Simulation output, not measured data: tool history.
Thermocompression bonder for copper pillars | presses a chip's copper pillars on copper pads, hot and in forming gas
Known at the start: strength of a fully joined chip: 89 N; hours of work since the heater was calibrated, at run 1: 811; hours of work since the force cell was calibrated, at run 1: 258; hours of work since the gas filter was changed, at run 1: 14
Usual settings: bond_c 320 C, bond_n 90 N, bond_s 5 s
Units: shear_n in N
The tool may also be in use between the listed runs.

run	hour	bond_c	bond_n	bond_s	hours of work since the heater was calibrated	hours of work since the force cell was calibrated	hours of work since the gas filter was changed	shear_n
1	0.0	320	90	5	811	258	14	40.8
2	7.9	339	90	5	816	263	19	47.2
3	15.6	339	90	5	821	268	25	48.6
4	21.6	339	90	5	825	272	29	48.7
5	32.1	339	90	5	832	279	36	47.6
6	39.7	339	90	5	837	284	41	48.6
7	50.7	320	90	5	844	291	48	41.4
8	60.1	320	90	5	851	298	54	41.2
9	68.0	308	90	5	856	303	60	36.7
10	79.4	309	67	4	864	311	67	25.0
# hour 82.1: heater calibrated with a thermocouple chip
11	93.1	320	90	8	7	318	75	49.2
12	104.7	320	90	8	15	326	83	48.2
13	110.8	332	90	3	19	330	87	37.9
# hour 114.0: heater calibrated with a thermocouple chip, once more
14	119.7	332	90	3	4	335	91	36.9
15	128.4	316	84	9	10	341	97	45.3
16	133.9	336	105	9	13	344	101	63.0
17	143.7	336	105	9	20	351	107	59.5
18	151.9	333	94	3	25	356	113	38.3

Forecast each of these 3 alternatives for the next run:
A	157.7	333	79	12	29	360	117	?
B	157.7	320	90	5	29	360	117	?
C	157.7	307	122	5	29	360	117	?

run	shear_n
A	52.9
B	39.7
C	47.2
Without the tool's hidden state the same runs would have given:
run	shear_n
A	54.1
B	40.5
C	48.2
